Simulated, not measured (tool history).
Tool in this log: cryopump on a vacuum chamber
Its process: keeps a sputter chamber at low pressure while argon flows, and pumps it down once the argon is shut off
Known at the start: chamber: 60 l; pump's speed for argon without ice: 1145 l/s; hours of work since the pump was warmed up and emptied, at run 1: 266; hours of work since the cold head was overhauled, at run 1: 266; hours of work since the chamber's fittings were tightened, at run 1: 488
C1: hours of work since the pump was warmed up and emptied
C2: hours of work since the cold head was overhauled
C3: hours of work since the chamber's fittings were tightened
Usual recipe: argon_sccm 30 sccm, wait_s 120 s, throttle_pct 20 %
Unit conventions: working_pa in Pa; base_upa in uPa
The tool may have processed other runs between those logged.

Run 1, hour 0: usual settings; C1 266; C2 266; C3 488. Result: working_pa 0.2248 Pa, base_upa 0.82 uPa.
Run 2, hour 11.9: usual settings; C1 276; C2 276; C3 498. Result: working_pa 0.2276 Pa, base_upa 0.83 uPa.
Run 3, hour 26.1: usual settings; C1 288; C2 288; C3 510. Result: working_pa 0.2272 Pa, base_upa 0.85 uPa.
Run 4, hour 40.1: usual settings; C1 300; C2 300; C3 522. Result: working_pa 0.2277 Pa, base_upa 0.85 uPa.
Run 5, hour 48.3: usual settings; C1 307; C2 307; C3 529. Result: working_pa 0.228 Pa, base_upa 0.87 uPa.
Run 6, hour 56.5: usual settings but argon_sccm 25 sccm, wait_s 26 s, throttle_pct 15 %; C1 314; C2 314; C3 536. Result: working_pa 0.2492 Pa, base_upa 2.28 uPa.
Run 7, hour 70.6: usual settings but argon_sccm 37 sccm, wait_s 225 s, throttle_pct 33 %; C1 326; C2 326; C3 548. Result: working_pa 0.1734 Pa, base_upa 0.68 uPa.
Run 8, hour 80.6: usual settings but wait_s 115 s, throttle_pct 15 %; C1 334; C2 334; C3 556. Result: working_pa 0.3013 Pa, base_upa 0.87 uPa.
Run 9, hour 92: usual settings but argon_sccm 49 sccm, wait_s 146 s; C1 344; C2 344; C3 566. Result: working_pa 0.3759 Pa, base_upa 0.78 uPa.

Predict the results of run 10:
Run 10, hour 100.9: usual settings but argon_sccm 49 sccm, wait_s 146 s; C1 352; C2 352; C3 574. Result: working_pa ?, base_upa ?.

Run 10 yielded working_pa 0.3733 Pa, base_upa 0.82 uPa.
Without the tool's hidden state the same run would have given working_pa 0.3616 Pa, base_upa 0.59 uPa.
